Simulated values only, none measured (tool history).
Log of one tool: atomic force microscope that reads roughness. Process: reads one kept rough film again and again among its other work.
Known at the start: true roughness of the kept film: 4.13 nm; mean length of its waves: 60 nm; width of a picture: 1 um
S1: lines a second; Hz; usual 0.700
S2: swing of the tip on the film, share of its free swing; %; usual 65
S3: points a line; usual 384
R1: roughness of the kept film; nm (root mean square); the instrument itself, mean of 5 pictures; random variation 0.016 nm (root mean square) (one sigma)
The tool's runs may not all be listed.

Run 1, day 0.000: usual settings. Result: R1 3.893 nm (root mean square).
Run 2, day 0.383: usual settings. Result: R1 3.882 nm (root mean square).
Run 3, day 1.062: usual settings but S1 3.376 Hz. Result: R1 3.535 nm (root mean square).
Run 4, day 1.667: usual settings but S1 3.376 Hz. Result: R1 3.472 nm (root mean square).
Run 5, day 2.233: usual settings but S1 3.376 Hz. Result: R1 3.435 nm (root mean square).
Run 6, day 2.633: usual settings. Result: R1 3.669 nm (root mean square).
Run 7, day 3.100: usual settings but S3 544. Result: R1 3.656 nm (root mean square).
Run 8, day 3.775: usual settings but S3 292. Result: R1 3.598 nm (root mean square).
Run 9, day 4.138: usual settings but S3 292. Result: R1 3.580 nm (root mean square).
Run 10, day 4.492: usual settings. Result: R1 3.520 nm (root mean square).
Run 11, day 5.050: usual settings. Result: R1 3.904 nm (root mean square).
Run 12, day 5.712: usual settings. Result: R1 3.820 nm (root mean square).
Run 13, day 6.392: usual settings. Result: R1 3.817 nm (root mean square).
Run 14, day 6.917: usual settings. Result: R1 3.740 nm (root mean square).
Run 15, day 7.604: usual settings but S1 1.671 Hz. Result: R1 3.606 nm (root mean square).
Run 16, day 8.108: usual settings. Result: R1 3.679 nm (root mean square).
Run 17, day 8.396: usual settings but S2 62 %. Result: R1 3.667 nm (root mean square).
Run 18, day 8.700: usual settings but S2 62 %, S3 536. Result: R1 3.611 nm (root mean square).
Run 19, day 9.254: usual settings but S2 62 %, S3 536. Result: R1 3.587 nm (root mean square).
Run 20, day 9.579: usual settings but S1 1.384 Hz. Result: R1 3.461 nm (root mean square).
Run 21, day 9.988: usual settings. Result: R1 3.906 nm (root mean square).
Run 22, day 10.400: usual settings but S3 821. Result: R1 3.867 nm (root mean square).
Run 23, day 10.962: usual settings but S2 76 %. Result: R1 3.743 nm (root mean square).
Run 24, day 11.454: usual settings but S2 76 %. Result: R1 3.711 nm (root mean square).
Run 25, day 12.121: usual settings but S2 76 %. Result: R1 3.652 nm (root mean square).
Run 26, day 12.571: usual settings. Result: R1 3.696 nm (root mean square).
Run 27, day 12.967: usual settings. Result: R1 3.667 nm (root mean square).
Run 28, day 13.600: usual settings. Result: R1 3.617 nm (root mean square).
Run 29, day 14.092: usual settings but S3 962. Result: R1 3.584 nm (root mean square).
Run 30, day 14.767: usual settings but S1 2.265 Hz, S2 88 %, S3 563. Result: R1 3.273 nm (root mean square).
Run 31, day 15.433: usual settings but S1 1.077 Hz, S2 88 %, S3 332. Result: R1 3.584 nm (root mean square).
Run 32, day 16.029: usual settings but S1 1.109 Hz, S2 88 %, S3 825. Result: R1 3.524 nm (root mean square).
Run 33, day 16.571: usual settings but S1 1.109 Hz, S2 88 %, S3 825. Result: R1 3.449 nm (root mean square).
Run 34, day 16.879: usual settings but S1 3.989 Hz, S3 730. Result: R1 3.442 nm (root mean square).
Run 35, day 17.500: usual settings but S1 3.989 Hz, S2 60 %, S3 806. Result: R1 3.486 nm (root mean square).
Run 36, day 18.038: usual settings but S1 3.989 Hz, S2 63 %, S3 994. Result: R1 3.411 nm (root mean square).
Run 37, day 18.462: usual settings but S1 3.989 Hz, S2 63 %, S3 994. Result: R1 3.349 nm (root mean square).
Run 38, day 18.929: usual settings but S1 3.989 Hz, S2 63 %, S3 994. Result: R1 3.330 nm (root mean square).
Run 39, day 19.667: usual settings but S1 3.989 Hz, S2 63 %, S3 994. Result: R1 3.251 nm (root mean square).
Run 40, day 20.121: usual settings but S1 0.971 Hz, S2 90 %, S3 606. Result: R1 3.597 nm (root mean square).
Run 41, day 20.479: usual settings but S1 2.039 Hz, S2 71 %, S3 606. Result: R1 3.603 nm (root mean square).
Run 42, day 21.100: usual settings but S1 2.039 Hz, S2 71 %, S3 606. Result: R1 3.556 nm (root mean square).
Run 43, day 21.592: usual settings but S1 2.078 Hz, S2 71 %, S3 854. Result: R1 3.500 nm (root mean square).
Run 44, day 22.125: usual settings but S1 2.078 Hz, S2 71 %, S3 854. Result: R1 3.499 nm (root mean square).
Run 45, day 22.471: usual settings but S1 2.078 Hz, S2 62 %, S3 501. Result: R1 3.581 nm (root mean square).
Run 46, day 22.929: usual settings but S1 2.078 Hz, S2 62 %, S3 501. Result: R1 3.550 nm (root mean square).
Run 47, day 23.629: usual settings but S1 2.078 Hz, S2 62 %, S3 325. Result: R1 3.467 nm (root mean square).
Run 48, day 23.979: usual settings but S1 3.573 Hz, S2 60 %, S3 526. Result: R1 3.374 nm (root mean square).
Run 49, day 24.704: usual settings but S1 2.663 Hz. Result: R1 3.709 nm (root mean square).
Run 50, day 24.996: usual settings but S2 68 %, S3 792. Result: R1 3.858 nm (root mean square).
Run 51, day 25.346: usual settings but S1 1.295 Hz, S2 83 %, S3 529. Result: R1 3.569 nm (root mean square).
Run 52, day 25.996: usual settings but S1 1.295 Hz, S2 83 %, S3 529. Result: R1 3.533 nm (root mean square).
Run 53, day 26.338: usual settings but S1 1.295 Hz, S2 83 %, S3 529. Result: R1 3.484 nm (root mean square).
Run 54, day 26.704: usual settings but S2 67 %, S3 972. Result: R1 3.753 nm (root mean square).

Taken out of this log: 7 entries between the listed runs. Where each belongs, and how the hidden state differs across it:
Between runs 10 and 11: new tip fitted (day 4.917)
  radius of the tip, nm: 30.8 -> 8.1
  measured less the result without the state, R1: -0.363 -> -0.014 nm (root mean square)
Between runs 20 and 21: new tip fitted (day 9.846)
  radius of the tip, nm: 31.2 -> 7.7
  measured less the result without the state, R1: -0.360 -> -0.005 nm (root mean square)
Between runs 29 and 30: new tip fitted (day 14.750)
  radius of the tip, nm: 28.7 -> 7.3; height scale over the true one, %: 0.21 -> 0.22
  measured less the result without the state, R1: -0.334 -> +0.003 nm (root mean square)
Between runs 37 and 38: height scale calibrated on a step standard (day 18.567)
  radius of the tip, nm: 25.5 -> 27.8; height scale over the true one, %: 0.25 -> 0.34
  measured less the result without the state, R1: -0.263 -> -0.292 nm (root mean square)
Between runs 38 and 39: height scale calibrated on a step standard, once more (day 19.625)
  radius of the tip, nm: 27.8 -> 31; height scale over the true one, %: 0.34 -> -0.21
  measured less the result without the state, R1: -0.292 -> -0.350 nm (root mean square)
Between runs 39 and 40: new tip fitted (day 19.729)
  radius of the tip, nm: 31 -> 9.3
  measured less the result without the state, R1: -0.350 -> -0.044 nm (root mean square)
Between runs 48 and 49: new tip fitted (day 24.650)
  radius of the tip, nm: 29.1 -> 7.3
  measured less the result without the state, R1: -0.334 -> -0.011 nm (root mean square)
